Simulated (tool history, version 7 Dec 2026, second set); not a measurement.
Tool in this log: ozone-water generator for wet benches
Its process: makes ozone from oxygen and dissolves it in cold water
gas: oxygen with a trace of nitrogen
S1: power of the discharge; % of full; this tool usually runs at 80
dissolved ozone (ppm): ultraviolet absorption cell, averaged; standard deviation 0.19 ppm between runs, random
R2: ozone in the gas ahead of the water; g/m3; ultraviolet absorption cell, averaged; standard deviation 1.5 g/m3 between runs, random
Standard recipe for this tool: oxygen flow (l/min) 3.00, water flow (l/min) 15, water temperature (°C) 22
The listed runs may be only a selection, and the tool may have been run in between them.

run 1 day=0.000 | S1=80 oxygen_flow_(l/min)=3.00 water_flow_(l/min)=15 water_temperature_(°C)=22 | dissolved_ozone_(ppm)=26.5 R2=272.4
run 2 day=2.350 | S1=80 oxygen_flow_(l/min)=3.00 water_flow_(l/min)=15 water_temperature_(°C)=22 | dissolved_ozone_(ppm)=26.1 R2=272.7
run 3 day=3.854 | S1=80 oxygen_flow_(l/min)=3.00 water_flow_(l/min)=15 water_temperature_(°C)=22 | dissolved_ozone_(ppm)=25.8 R2=270.4
run 4 day=5.421 | S1=80 oxygen_flow_(l/min)=3.00 water_flow_(l/min)=15 water_temperature_(°C)=22 | dissolved_ozone_(ppm)=26.0 R2=271.1
run 5 day=6.942 | S1=80 oxygen_flow_(l/min)=3.00 water_flow_(l/min)=15 water_temperature_(°C)=22 | dissolved_ozone_(ppm)=26.0 R2=273.0
run 6 day=9.025 | S1=80 oxygen_flow_(l/min)=3.00 water_flow_(l/min)=15 water_temperature_(°C)=22 | dissolved_ozone_(ppm)=26.2 R2=271.8
run 7 day=10.400 | S1=80 oxygen_flow_(l/min)=3.00 water_flow_(l/min)=15 water_temperature_(°C)=22 | dissolved_ozone_(ppm)=26.2 R2=267.9
run 8 day=13.375 | S1=80 oxygen_flow_(l/min)=3.00 water_flow_(l/min)=15 water_temperature_(°C)=22 | dissolved_ozone_(ppm)=26.2 R2=269.1
run 9 day=15.658 | S1=80 oxygen_flow_(l/min)=3.00 water_flow_(l/min)=15 water_temperature_(°C)=22 | dissolved_ozone_(ppm)=26.0 R2=270.7
run 10 day=18.121 | S1=80 oxygen_flow_(l/min)=3.00 water_flow_(l/min)=15 water_temperature_(°C)=22 | dissolved_ozone_(ppm)=25.8 R2=268.5
run 11 day=21.358 | S1=80 oxygen_flow_(l/min)=3.00 water_flow_(l/min)=15 water_temperature_(°C)=22 | dissolved_ozone_(ppm)=26.2 R2=270.0
run 12 day=23.862 | S1=80 oxygen_flow_(l/min)=3.00 water_flow_(l/min)=15 water_temperature_(°C)=22 | dissolved_ozone_(ppm)=25.5 R2=267.0
run 13 day=26.454 | S1=80 oxygen_flow_(l/min)=3.00 water_flow_(l/min)=15 water_temperature_(°C)=22 | dissolved_ozone_(ppm)=25.9 R2=268.7
run 14 day=28.142 | S1=80 oxygen_flow_(l/min)=3.00 water_flow_(l/min)=15 water_temperature_(°C)=22 | dissolved_ozone_(ppm)=25.8 R2=269.4
run 15 day=31.054 | S1=80 oxygen_flow_(l/min)=3.00 water_flow_(l/min)=15 water_temperature_(°C)=22 | dissolved_ozone_(ppm)=25.6 R2=267.0
run 16 day=32.779 | S1=80 oxygen_flow_(l/min)=2.04 water_flow_(l/min)=15 water_temperature_(°C)=22 | dissolved_ozone_(ppm)=22.8 R2=308.0
run 17 day=35.242 | S1=80 oxygen_flow_(l/min)=5.12 water_flow_(l/min)=14 water_temperature_(°C)=22 | dissolved_ozone_(ppm)=29.0 R2=222.5
run 18 day=37.854 | S1=80 oxygen_flow_(l/min)=5.12 water_flow_(l/min)=10 water_temperature_(°C)=20 | dissolved_ozone_(ppm)=37.0 R2=220.3
run 19 day=40.450 | S1=80 oxygen_flow_(l/min)=4.58 water_flow_(l/min)=10 water_temperature_(°C)=19 | dissolved_ozone_(ppm)=37.7 R2=230.9
-- day=40.783 water thermometer calibrated
run 20 day=41.879 | S1=46 oxygen_flow_(l/min)=1.65 water_flow_(l/min)=23 water_temperature_(°C)=17 | dissolved_ozone_(ppm)=10.3 R2=240.5
run 21 day=45.258 | S1=94 oxygen_flow_(l/min)=3.00 water_flow_(l/min)=15 water_temperature_(°C)=22 | dissolved_ozone_(ppm)=27.6 R2=291.0
run 22 day=47.271 | S1=90 oxygen_flow_(l/min)=2.93 water_flow_(l/min)=15 water_temperature_(°C)=21 | dissolved_ozone_(ppm)=27.5 R2=286.9

Run 23 comes next. What will it give?
run 23 day=50.292 | S1=48 oxygen_flow_(l/min)=1.87 water_flow_(l/min)=9 water_temperature_(°C)=16 | dissolved_ozone_(ppm)=? R2=?

Run 23 produced dissolved ozone (ppm) 27.1, R2 234.9 g/m3.
If the tool had no hidden condition, the same run with the same run-to-run variation would have returned dissolved ozone (ppm) 28.7, R2 244.3 g/m3.
